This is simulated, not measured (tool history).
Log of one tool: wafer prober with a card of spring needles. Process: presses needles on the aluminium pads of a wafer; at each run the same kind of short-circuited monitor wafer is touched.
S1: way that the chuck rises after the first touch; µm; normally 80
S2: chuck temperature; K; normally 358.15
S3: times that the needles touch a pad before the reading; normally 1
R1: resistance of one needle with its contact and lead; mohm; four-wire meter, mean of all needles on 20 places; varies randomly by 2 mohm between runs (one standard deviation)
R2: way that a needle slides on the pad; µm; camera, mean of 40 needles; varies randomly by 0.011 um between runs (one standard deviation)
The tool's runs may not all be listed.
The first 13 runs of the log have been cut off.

At hour 346.5: tips cleaned on abrasive film.
Run 14, hour 367.5: usual settings. Result: R1 281 mohm, R2 19.05 µm.
At hour 389.2: tips cleaned on abrasive film.
Run 15, hour 389.2: usual settings. Result: R1 224 mohm, R2 19.03 µm.
At hour 431.6: tips cleaned on abrasive film.
Run 16, hour 432.1: usual settings. Result: R1 223 mohm, R2 19.04 µm.
Run 17, hour 457.4: usual settings. Result: R1 282 mohm, R2 19.02 µm.
At hour 475.2: tips cleaned on abrasive film.
Run 18, hour 476.0: usual settings but S1 78 µm, S2 368.15 K, S3 2. Result: R1 227 mohm, R2 18.53 µm.
At hour 519.6: tips cleaned on abrasive film.
Run 19, hour 519.6: usual settings but S1 96 µm, S2 299.15 K, S3 2. Result: R1 205 mohm, R2 22.82 µm.
Run 20, hour 545.1: usual settings but S1 96 µm, S2 299.15 K, S3 2. Result: R1 235 mohm, R2 22.82 µm.
At hour 564.5: tips cleaned on abrasive film.
Run 21, hour 588.1: usual settings but S1 89 µm. Result: R1 260 mohm, R2 21.11 µm.
At hour 609.9: tips cleaned on abrasive film.
Run 22, hour 628.4: usual settings but S1 89 µm, S2 302.15 K, S3 3. Result: R1 219 mohm, R2 21.09 µm.
At hour 652.1: tips cleaned on abrasive film.
Run 23, hour 663.8: usual settings but S1 89 µm, S2 302.15 K, S3 3. Result: R1 221 mohm, R2 21.09 µm.
At hour 694.5: tips cleaned on abrasive film.
Run 24, hour 702.8: usual settings but S1 92 µm, S2 302.15 K, S3 3. Result: R1 211 mohm, R2 21.77 µm.
At hour 737.8: tips cleaned on abrasive film.
Run 25, hour 742.3: usual settings but S1 74 µm, S2 302.15 K. Result: R1 234 mohm, R2 17.48 µm.
Run 26, hour 770.5: usual settings but S1 74 µm, S2 302.15 K. Result: R1 302 mohm, R2 17.48 µm.
At hour 781.5: tips cleaned on abrasive film.
Run 27, hour 805.5: usual settings but S1 74 µm, S2 302.15 K. Result: R1 285 mohm, R2 17.44 µm.
At hour 824.6: tips cleaned on abrasive film.
Run 28, hour 838.1: usual settings but S2 370.15 K, S3 3. Result: R1 238 mohm, R2 18.86 µm.
At hour 843.6: height of the first contact set anew.
At hour 867.1: tips cleaned on abrasive film.
Run 29, hour 873.9: usual settings but S1 78 µm, S2 335.15 K, S3 3. Result: R1 229 mohm, R2 18.58 µm.
At hour 910.0: tips cleaned on abrasive film.
Run 30, hour 911.5: usual settings but S1 89 µm, S2 335.15 K, S3 2. Result: R1 215 mohm, R2 21.21 µm.
Run 31, hour 931.1: usual settings but S1 89 µm, S2 309.15 K. Result: R1 259 mohm, R2 21.21 µm.
At hour 953.2: tips cleaned on abrasive film.
Run 32, hour 963.7: usual settings but S1 99 µm. Result: R1 244 mohm, R2 23.57 µm.
At hour 996.1: tips cleaned on abrasive film.
Run 33, hour 1003.1: usual settings but S1 62 µm, S2 310.15 K, S3 3. Result: R1 232 mohm, R2 14.73 µm.

Each row is a separate what-if for the run after 33, all from the same tool condition, not one after another. Results?
At hour 1040.7: tips cleaned on abrasive film.
Run A, hour 1043.5: usual settings but S1 62 µm, S2 381.15 K, S3 3. Result: R1 ?, R2 ?.
At hour 1040.7: tips cleaned on abrasive film.
Run B, hour 1043.5: usual settings but S1 62 µm, S2 310.15 K, S3 3. Result: R1 ?, R2 ?.
At hour 1040.7: tips cleaned on abrasive film.
Run C, hour 1043.5: usual settings but S1 62 µm, S2 323.15 K, S3 2. Result: R1 ?, R2 ?.
At hour 1040.7: tips cleaned on abrasive film.
Run D, hour 1043.5: usual settings but S3 2. Result: R1 ?, R2 ?.

run   R1     R2
  A  243  14.71
  B  227  14.72
  C  238  14.71
  D  226  19.02
Without the tool's hidden state the same runs would have given:
run   R1     R2
  A  230  14.79
  B  214  14.80
  C  218  14.79
  D  214  19.10

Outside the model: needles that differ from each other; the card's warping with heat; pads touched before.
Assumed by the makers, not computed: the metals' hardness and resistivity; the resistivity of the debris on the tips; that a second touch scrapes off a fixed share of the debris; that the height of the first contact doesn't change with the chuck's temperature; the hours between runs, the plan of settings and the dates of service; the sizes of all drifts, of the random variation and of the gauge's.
